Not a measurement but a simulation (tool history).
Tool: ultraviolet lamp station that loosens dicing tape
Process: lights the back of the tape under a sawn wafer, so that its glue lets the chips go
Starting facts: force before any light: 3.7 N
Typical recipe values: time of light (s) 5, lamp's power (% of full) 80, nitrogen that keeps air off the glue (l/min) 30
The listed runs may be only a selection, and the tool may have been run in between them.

run   hour  time of light (s)  lamp's power (% of full)  nitrogen that keeps air off the glue (l/min)  force that peels the tape off (N)  light that reached the tape (J/m2)
  1      0                  5                        80                                            30                              0.205                                3910
  2   13.8                  5                        70                                            30                              0.274                                3380
  3   22.2                  5                        70                                            30                              0.292                                3410
  4   35.1                  5                        80                                            30                              0.228                                3850
  5   47.9                  9                        80                                            30                              0.091                                6900
  6   56.6                  9                        80                                            30                               0.09                                6880
  7   63.9                  9                        80                                            30                              0.095                                6840
  8   73.3                  9                        83                                            30                              0.088                                7060
  9   87.1                  9                        83                                            30                              0.107                                7060
 10   95.5                  3                        69                                            36                              0.719                                1930
 11  105.4                  8                        72                                            18                              0.139                                5420
 12  116.9                  3                        73                                            18                              0.869                                2030
 13  128.8                  4                        66                                            16                              0.688                                2460
 14  135.1                  4                        66                                            16                               0.71                                2450
 15  143.5                  9                        71                                            30                              0.108                                5880

Predict each of these 5 candidate next runs independently; none follows another, all start after run 15:
  A  150.7                  9                        81                                            49                                  ?                                   ?
  B  150.7                  5                        64                                            28                                  ?                                   ?
  C  150.7                  7                        71                                            58                                  ?                                   ?
  D  150.7                  4                        82                                            30                                  ?                                   ?
  E  150.7                  5                        76                                            30                                  ?                                   ?

run  force that peels the tape off (N)  light that reached the tape (J/m2)
  A                              0.096                                6730
  B                              0.398                                2990
  C                              0.137                                4630
  D                              0.351                                3030
  E                              0.285                                3490
Without the tool's unlogged condition, the same runs would have read:
run  force that peels the tape off (N)  light that reached the tape (J/m2)
  A                              0.092                                7920
  B                              0.288                                3510
  C                              0.115                                5440
  D                              0.251                                3570
  E                               0.21                                4100
